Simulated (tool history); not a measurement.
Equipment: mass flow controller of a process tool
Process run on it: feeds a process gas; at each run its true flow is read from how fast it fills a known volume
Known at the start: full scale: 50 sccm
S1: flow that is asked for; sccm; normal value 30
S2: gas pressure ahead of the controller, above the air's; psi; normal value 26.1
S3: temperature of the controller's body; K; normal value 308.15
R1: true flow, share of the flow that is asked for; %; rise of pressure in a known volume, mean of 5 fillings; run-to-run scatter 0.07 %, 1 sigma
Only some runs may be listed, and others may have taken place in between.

| run | hour | S1 | S2 | S3 | R1 |
|---|---|---|---|---|---|
| 1 | 0.0 | 30 | 26.1 | 308.15 | 99.11 |
| 2 | 409.8 | 30 | 21.2 | 308.15 | 99.16 |
| 3 | 616.5 | 30 | 26.1 | 308.15 | 99.07 |
| 4 | 830.6 | 30 | 26.1 | 308.15 | 98.94 |
| 5 | 1206.4 | 30 | 26.1 | 295.15 | 98.47 |
| 6 | 1619.4 | 30 | 26.1 | 308.15 | 98.77 |
| 7 | 2082.1 | 6 | 26.1 | 308.15 | 97.18 |
|  | 2307.2 | controller exchanged for a calibrated one |
| 8 | 2307.5 | 6 | 26.1 | 308.15 | 97.16 |
| 9 | 2652.9 | 6 | 26.1 | 308.15 | 97.12 |
| 10 | 2875.9 | 6 | 26.1 | 308.15 | 97.03 |
| 11 | 3083.2 | 6 | 26.1 | 308.15 | 97.03 |
| 12 | 3501.2 | 6 | 26.1 | 308.15 | 96.81 |
| 13 | 3838.8 | 30 | 33.2 | 308.15 | 98.08 |
| 14 | 4207.2 | 39 | 26.1 | 299.15 | 98.34 |
| 15 | 4496.6 | 11 | 35.5 | 298.15 | 96.46 |
| 16 | 4706.3 | 30 | 24.2 | 309.15 | 98.10 |
| 17 | 5030.1 | 30 | 27.3 | 293.15 | 97.47 |
| 18 | 5254.1 | 8 | 23.2 | 308.15 | 96.66 |
| 19 | 5555.1 | 8 | 23.2 | 308.15 | 96.59 |
| 20 | 5856.8 | 7 | 26.1 | 308.15 | 96.38 |
| 21 | 6104.4 | 30 | 25.8 | 296.15 | 97.35 |
| 22 | 6387.0 | 30 | 25.8 | 296.15 | 97.24 |
| 23 | 6632.1 | 30 | 25.8 | 296.15 | 97.07 |
| 24 | 6974.7 | 19 | 22.8 | 311.15 | 96.87 |
| 25 | 7330.9 | 19 | 22.8 | 311.15 | 96.93 |
| 26 | 7694.9 | 19 | 22.8 | 311.15 | 96.66 |

What if the next run were any one of these 5? Each begins from the tool's condition after run 26:
| A | 8026.5 | 44 | 38.4 | 311.15 | ? |
| B | 8026.5 | 10 | 25.4 | 304.15 | ? |
| C | 8026.5 | 30 | 28.0 | 311.15 | ? |
| D | 8026.5 | 28 | 26.1 | 308.15 | ? |
| E | 8026.5 | 44 | 26.1 | 313.15 | ? |

| run | R1 |
|---|---|
| A | 97.74 |
| B | 95.77 |
| C | 97.05 |
| D | 97.12 |
| E | 98.05 |
With the hidden condition removed and each run's random variation left untouched, the same runs would have given:
| run | R1 |
|---|---|
| A | 99.80 |
| B | 97.77 |
| C | 99.09 |
| D | 99.17 |
| E | 100.11 |
